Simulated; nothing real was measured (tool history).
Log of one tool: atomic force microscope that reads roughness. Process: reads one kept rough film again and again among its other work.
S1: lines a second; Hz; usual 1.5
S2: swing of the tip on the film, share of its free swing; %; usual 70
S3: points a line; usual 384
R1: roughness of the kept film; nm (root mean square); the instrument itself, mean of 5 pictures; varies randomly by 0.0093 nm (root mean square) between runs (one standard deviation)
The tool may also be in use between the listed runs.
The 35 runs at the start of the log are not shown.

run	hour	S1	S2	S3	R1
36	853.6	1.5	70	266	1.926
37	872	0.94	81	259	1.826
38	890	0.94	76	259	1.749
# hour 898.6: new tip fitted
39	924.8	0.97	80	259	1.88
40	954.6	0.97	80	259	1.747
# hour 962.9: new tip fitted
41	989.5	2.29	71	259	1.846
42	1019	0.76	70	837	1.793
# hour 1028.8: new tip fitted
43	1051.3	0.76	70	837	1.952
44	1070.5	0.76	70	837	1.847
# hour 1093.8: new tip fitted
45	1105.7	0.55	70	950	2.022
46	1137.2	1.5	80	550	1.8
47	1156.5	1.5	80	550	1.723
# hour 1159.2: new tip fitted
48	1184.9	1.5	82	609	1.894
49	1210.9	1.5	84	815	1.745
# hour 1223.4: new tip fitted
50	1246.5	2.55	84	500	1.807
51	1275.4	2.55	84	500	1.681

Consider 3 possible next runs. They are alternatives, not a sequence: every one starts from the tool as it was left by run 51. What does each give?
# hour 1289.7: new tip fitted
A	1295.8	1.5	78	384	?
# hour 1289.7: new tip fitted
B	1295.8	0.72	68	778	?
# hour 1289.7: new tip fitted
C	1295.8	2.55	86	500	?

run	R1
A	1.969
B	2.033
C	1.874
With no hidden state in the tool, these same runs would have given:
run	R1
A	2.061
B	2.128
C	1.962
